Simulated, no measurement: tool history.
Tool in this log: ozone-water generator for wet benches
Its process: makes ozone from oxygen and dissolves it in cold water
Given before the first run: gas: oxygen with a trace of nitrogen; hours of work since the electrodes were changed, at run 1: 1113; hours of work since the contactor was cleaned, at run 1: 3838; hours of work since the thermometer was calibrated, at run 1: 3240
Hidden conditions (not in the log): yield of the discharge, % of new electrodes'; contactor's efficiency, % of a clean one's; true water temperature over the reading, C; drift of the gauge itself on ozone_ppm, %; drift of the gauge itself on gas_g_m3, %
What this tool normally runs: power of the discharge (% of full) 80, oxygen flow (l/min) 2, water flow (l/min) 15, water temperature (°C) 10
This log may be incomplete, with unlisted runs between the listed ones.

run,hour,power of the discharge (% of full),oxygen flow (l/min),water flow (l/min),water temperature (°C),hours of work since the electrodes were changed,hours of work since the contactor was cleaned,hours of work since the thermometer was calibrated,dissolved ozone (ppm),ozone in the gas ahead of the water (g/m3)
1,0,80,2,15,10,1113,3838,3240,26.3,306.9
2,31.6,80,2,15,10,1143,3867,3269,26.9,307.3
3,65.2,80,2,15,6,1174,3899,3301,27.2,309
4,92.2,80,2,15,6,1200,3924,3326,27.6,306.1
5,111.8,80,2,15,6,1218,3943,3345,27.2,307.5
6,132.3,80,2.48,15,10,1237,3962,3364,26.8,265
# hour 170.2: contactor cleaned
7,170.9,80,2.48,15,10,1270,1,3396,26.8,264.8
8,203,80,2.48,15,10,1300,31,3427,27.2,265.2
9,230.4,80,2,15,10,1326,57,3452,26.5,303.5
10,254.4,57,2,15,10,1348,79,3475,19.7,220.6
11,298,57,2,15,10,1389,120,3516,19.5,222.9
12,317.5,80,2.54,15,10,1407,138,3534,27,259.6
13,344,80,1.89,15,10,1432,163,3559,26.5,315.5
14,381.2,41,2,15,14,1467,198,3594,13.8,164
15,420.3,60,3.33,14,10,1504,235,3631,22,165.2
16,443.8,65,2,18,18,1526,257,3653,16.9,252.4
17,462.5,49,3.41,20,8,1544,275,3670,13.6,135
18,480.3,78,3.41,14,8,1560,291,3687,28.7,206.7
# hour 510.4: gauge calibrated
19,518,67,1.69,18,10,1596,327,3723,18.3,292.5
20,543.5,41,2,22,6,1620,351,3746,9.7,167.5
21,586,44,1.13,15,10,1660,391,3786,14,254.8
22,608,44,1.27,18,9,1680,411,3807,11.6,239.8
23,628.1,49,1.27,18,9,1699,430,3826,12.9,264.4

Take each entry between the runs: how does the hidden state at the last listed run before it differ from the hidden state at the first listed run after it?
After run 6, before run 7: contactor cleaned (hour 170.2)
  contactor's efficiency, % of a clean one's: 99.7 -> 100; drift of the gauge itself on gas_g_m3, %: -0.73 -> -0.92
  measured value less the no-hidden-state value, ozone in the gas ahead of the water (g/m3): -2.1 -> -2.6
After run 18, before run 19: gauge calibrated (hour 510.4)
  drift of the gauge itself on gas_g_m3, %: -2.62 -> -0.04
  measured value less the no-hidden-state value, ozone in the gas ahead of the water (g/m3): -5.7 -> -0.3

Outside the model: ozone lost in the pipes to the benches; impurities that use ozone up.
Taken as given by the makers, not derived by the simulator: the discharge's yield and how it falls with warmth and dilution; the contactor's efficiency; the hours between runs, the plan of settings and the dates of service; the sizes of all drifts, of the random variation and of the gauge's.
